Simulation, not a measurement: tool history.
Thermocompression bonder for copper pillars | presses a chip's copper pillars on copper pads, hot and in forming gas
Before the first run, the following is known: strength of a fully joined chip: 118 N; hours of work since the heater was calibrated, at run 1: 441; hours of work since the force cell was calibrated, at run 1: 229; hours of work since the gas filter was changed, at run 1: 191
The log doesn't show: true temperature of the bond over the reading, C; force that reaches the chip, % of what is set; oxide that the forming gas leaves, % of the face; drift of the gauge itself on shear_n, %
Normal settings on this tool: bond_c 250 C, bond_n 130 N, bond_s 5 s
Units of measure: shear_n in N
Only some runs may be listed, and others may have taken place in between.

run	day	bond_c	bond_n	bond_s	hours of work since the heater was calibrated	hours of work since the force cell was calibrated	hours of work since the gas filter was changed	shear_n
1	0	250	130	5	441	229	191	43.9
2	1.642	250	130	5	464	251	213	42.2
# day 2.538: forming gas filter changed
3	3.808	250	130	5	493	281	17	45.4
4	6.242	250	130	5	526	314	51	44.2
5	8.983	250	130	5	564	352	89	44.8
6	11.229	250	130	5	595	383	119	44
7	13.721	250	130	13	629	417	154	61.7
8	16.521	250	130	13	668	456	192	61.1
9	18.754	250	84	5	698	486	223	31.7
# day 18.938: forming gas filter changed
10	20.538	250	130	4	723	511	22	41.8
11	21.904	250	87	5	741	529	41	34
12	23.817	250	87	5	768	556	67	33.3
13	26.008	250	87	5	798	586	97	33.4
14	27.962	253	130	5	825	613	124	45.9
15	30.142	253	130	5	855	643	154	46.2
16	32.221	234	130	6	883	671	183	38.8
17	33.421	261	130	5	900	688	199	49.6
# day 35.454: forming gas filter changed
18	35.825	269	140	12	932	720	5	79.2
19	37.142	269	140	12	951	738	23	80.1
20	39.262	269	140	12	980	768	52	79.6
# day 39.521: heater calibrated with a thermocouple chip
21	42.062	253	94	15	35	805	90	52.9
22	43.729	258	130	4	58	828	113	43.2
23	45.483	250	119	10	82	852	137	50.6
24	48.158	273	123	3	119	889	173	44.8
25	50.646	273	123	3	153	923	208	43.5
# day 51.9: forming gas filter changed
26	51.996	251	123	3	171	941	1	34
27	53.762	250	130	3	195	965	26	34.9
28	55.058	250	89	4	213	983	43	28.8
29	57.154	250	89	4	242	1012	72	29.2

Here are 3 independent what-if runs from the current tool condition. What would each one return?
A	59.058	250	130	10	268	1038	98	?
B	59.058	252	89	4	268	1038	98	?
C	59.058	230	90	4	268	1038	98	?

run	shear_n
A	55.9
B	30.3
C	21.6
Without the tool's hidden state the same runs would have given:
run	shear_n
A	57.7
B	31.2
C	22.2
